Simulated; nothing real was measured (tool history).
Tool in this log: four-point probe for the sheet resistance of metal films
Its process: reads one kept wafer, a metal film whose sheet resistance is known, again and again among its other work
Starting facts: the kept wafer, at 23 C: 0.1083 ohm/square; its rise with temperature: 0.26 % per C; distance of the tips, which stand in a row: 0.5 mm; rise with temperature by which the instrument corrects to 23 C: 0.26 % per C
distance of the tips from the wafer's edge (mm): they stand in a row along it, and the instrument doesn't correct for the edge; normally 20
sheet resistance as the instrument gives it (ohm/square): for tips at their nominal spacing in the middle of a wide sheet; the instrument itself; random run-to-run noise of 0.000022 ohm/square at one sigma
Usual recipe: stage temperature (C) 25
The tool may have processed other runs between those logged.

run,day,stage temperature (C),distance of the tips from the wafer's edge (mm),sheet resistance as the instrument gives it (ohm/square)
1,0.000,25,20,0.108390
2,0.662,25,20,0.108362
3,1.250,25,20,0.108363
4,1.771,34,20,0.108357
5,2.175,34,61,0.108364
6,2.508,34,61,0.108325
7,2.933,25,20,0.108369
8,3.588,25,20,0.108356
9,3.950,25,20,0.108400
10,4.554,25,20,0.108369
11,4.942,34,8,0.108550
12,5.500,25,24,0.108357
13,5.979,25,24,0.108401
14,6.383,20,18,0.108403
15,6.738,19,32,0.108352
16,7.296,20,3,0.109951
17,7.933,20,11,0.108547
18,8.600,22,28,0.108378

Some steps in sheet resistance as the instrument gives it (ohm/square) between neighbouring runs. How much of each would the tool show without its hidden state too (settings, what came in, random variation), and how much is left for the hidden state, with any gauge scatter that isn't in both results?
Hidden state present: inner tips' distance over the nominal, %; tips' flats over new ones', %; wafer's true temperature over the reading, C; drift of the gauge itself on sheet_ohm, %.
Run 1 -> 2: no setting touched and nothing written in the log between the runs. sheet resistance as the instrument gives it (ohm/square) -0.000028: hidden state +0.000003, all else -0.000031.
Run 15 -> 16: stage temperature (C) 19 -> 20, distance of the tips from the wafer's edge (mm) 32 -> 3. sheet resistance as the instrument gives it (ohm/square) +0.001599: hidden state +0.000003, all else +0.001596.

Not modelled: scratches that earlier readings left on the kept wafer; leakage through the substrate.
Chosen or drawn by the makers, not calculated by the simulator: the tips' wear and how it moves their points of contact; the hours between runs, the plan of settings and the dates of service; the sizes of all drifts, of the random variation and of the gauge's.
